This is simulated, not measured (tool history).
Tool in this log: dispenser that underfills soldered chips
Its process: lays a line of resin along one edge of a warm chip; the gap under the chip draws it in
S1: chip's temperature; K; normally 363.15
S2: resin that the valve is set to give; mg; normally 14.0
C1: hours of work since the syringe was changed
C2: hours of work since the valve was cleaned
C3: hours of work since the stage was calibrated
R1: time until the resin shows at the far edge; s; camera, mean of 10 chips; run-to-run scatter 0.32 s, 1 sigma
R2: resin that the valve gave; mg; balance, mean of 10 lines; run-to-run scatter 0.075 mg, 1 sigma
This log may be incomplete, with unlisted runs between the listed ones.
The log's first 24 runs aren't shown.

run,hour,S1,S2,C1,C2,C3,R1,R2
25,100.2,350.15,17.7,6,73,202,25.8,16.44
# hour 103.1: new syringe of resin
26,103.4,353.15,17.7,0,75,204,14.5,16.36
27,105.9,368.15,17.9,2,77,206,11.8,16.56
28,108.9,368.15,17.9,4,79,208,13.6,16.53
29,112.9,368.15,17.9,7,82,211,16.7,16.50
# hour 114.3: new syringe of resin
30,117.5,366.15,12.3,2,85,214,13.9,11.24
31,122.1,352.15,13.0,5,88,217,26.2,11.90
# hour 125.3: new syringe of resin
32,126.2,369.15,15.3,1,91,220,9.9,13.89
33,131.0,352.15,15.4,4,94,223,22.3,13.96
34,134.8,354.15,17.5,7,97,226,26.1,15.86
# hour 136.3: new syringe of resin
35,138.9,375.15,17.4,2,100,228,8.9,15.65

4 options for the next run, each taken on its own from the tool as it stands now. Forecast them:
A,143.7,375.15,13.0,5,103,232,?,?
B,143.7,355.15,13.0,5,103,232,?,?
C,143.7,374.15,13.0,5,103,232,?,?
D,143.7,353.15,16.2,5,103,232,?,?

run,R1,R2
A,13.2,11.63
B,23.3,11.66
C,13.8,11.74
D,23.9,14.60
The same runs, with their run-to-run variation unchanged, on a tool lacking any hidden condition would have given:
run,R1,R2
A,8.4,12.92
B,14.8,12.95
C,8.8,13.04
D,15.8,16.22
